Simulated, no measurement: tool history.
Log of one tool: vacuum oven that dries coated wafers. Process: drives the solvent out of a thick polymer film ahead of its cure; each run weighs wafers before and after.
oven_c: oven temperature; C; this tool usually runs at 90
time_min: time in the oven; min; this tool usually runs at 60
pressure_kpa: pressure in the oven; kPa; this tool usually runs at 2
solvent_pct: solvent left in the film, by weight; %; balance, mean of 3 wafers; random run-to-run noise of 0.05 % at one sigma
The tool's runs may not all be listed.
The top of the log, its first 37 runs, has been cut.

run    hour  oven_c  time_min  pressure_kpa  hours of work since the thermocouples were calibrated  hours of work since the vacuum gauge was cleaned of residue  solvent_pct
 38   838.9     100       107          4.69                                                    342                                                           28          1.5
 39     857      92        63          6.34                                                    349                                                           36         4.15
 40   890.6      92        63          6.34                                                    363                                                           49         4.08
 41   922.6      90       103          6.68                                                    376                                                           62         3.53
 42   953.6      90        56          7.69                                                    388                                                           74         5.46
 43   985.7      91        64          7.27                                                    401                                                           87         4.51
 44  1001.6      80        52          1.28                                                    407                                                           94         5.79
 45  1017.2      89        60             2                                                    414                                                          100         3.21
 46  1036.3     103        43          1.48                                                    421                                                          108         1.64

What if the next run were any one of these 3? Each begins from the tool's condition after run 46:
  A  1065.8      85        47          1.97                                                    433                                                          120            ?
  B  1065.8      77        33          1.11                                                    433                                                          120            ?
  C  1065.8      94        43          1.48                                                    433                                                          120            ?

run  solvent_pct
  A         5.27
  B         8.81
  C         3.31
Without the tool's hidden state the same runs would have given:
run  solvent_pct
  A         5.58
  B         9.09
  C         3.56

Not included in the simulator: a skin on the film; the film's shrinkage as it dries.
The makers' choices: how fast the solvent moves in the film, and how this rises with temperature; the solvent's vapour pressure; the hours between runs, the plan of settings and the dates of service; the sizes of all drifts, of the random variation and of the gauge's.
